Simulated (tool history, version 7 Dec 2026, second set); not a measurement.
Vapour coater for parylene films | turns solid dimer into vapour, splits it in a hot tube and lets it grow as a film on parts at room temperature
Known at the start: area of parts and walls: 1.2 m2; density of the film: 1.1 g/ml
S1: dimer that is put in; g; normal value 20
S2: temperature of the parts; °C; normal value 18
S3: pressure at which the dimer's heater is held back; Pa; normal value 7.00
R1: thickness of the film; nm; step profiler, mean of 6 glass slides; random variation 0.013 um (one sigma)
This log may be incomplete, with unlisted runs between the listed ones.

run,hour,S1,S2,S3,R1
1,0.0,20,18,7.00,7040
2,15.3,20,18,7.00,7040
3,29.8,20,18,7.00,7030
4,55.0,20,18,7.00,7010
5,75.1,20,18,7.00,7010
6,101.1,20,16,7.00,7290
7,120.1,20,16,7.00,7270
8,138.9,20,18,7.00,6990
9,166.3,20,18,7.00,6980
10,189.8,11,18,7.00,3840
11,213.6,20,11,7.00,7960
12,244.4,20,11,7.00,7950
13,261.9,20,18,7.00,6920
14,290.4,20,18,7.00,6930
# hour 309.1: trap's valve overhauled
15,313.2,20,10,7.00,7940
16,340.3,20,10,7.00,7930
17,354.1,20,14,7.00,7350
18,377.2,20,18,7.00,6790
19,392.3,20,18,7.00,6760
20,410.7,20,18,5.09,7140
21,431.9,20,18,7.00,6790
22,457.3,20,18,7.00,6780
23,470.7,20,24,7.00,6000
# hour 477.2: trap's valve overhauled, once more
24,502.8,20,18,7.00,7210
25,517.8,20,18,7.00,7220
26,542.8,21,18,3.24,8550
27,566.4,21,18,3.24,8560
28,579.5,20,18,4.53,7710
29,606.5,30,21,2.26,12160
30,636.1,20,11,2.33,9800
31,665.1,20,11,2.33,9760
32,678.9,20,11,2.33,9770
33,697.2,20,15,2.06,9220
34,719.3,19,27,7.34,5650
35,746.5,31,11,2.68,14760
36,768.0,25,12,7.23,9950
37,794.6,13,20,5.31,4650
38,823.6,20,18,2.13,8590
39,847.7,20,30,6.28,5710
40,868.6,20,30,6.28,5720
41,892.7,20,30,6.28,5710
42,910.9,14,10,5.10,6090
43,927.9,9,10,4.99,3920
44,957.4,8,15,2.42,3530
45,986.5,32,15,8.49,11600
46,1007.4,15,20,5.24,5320
47,1033.1,20,11,7.00,8060

Measured minus without-hidden-state, run by run (identical run-to-run variation in each term; gauge scatter may differ):
The hidden state here: vapour lost through the trap's worn valve, %; true temperature of the parts over the reading, C; drift of the gauge itself on film_um, %.
run,R1
1,-160
2,-170
3,-170
4,-180
5,-190
6,-200
7,-210
8,-210
9,-210
10,-120
11,-270
12,-280
13,-250
14,-260
15,-440
16,-460
17,-430
18,-400
19,-410
20,-450
21,-430
22,-430
23,-390
24,+30
25,+30
26,+20
27,+10
28,+10
29,-10
30,-20
31,-30
32,-40
33,-40
34,-30
35,-100
36,-90
37,-40
38,-90
39,-70
40,-80
41,-80
42,-100
43,-60
44,-60
45,-230
46,-110
47,-170
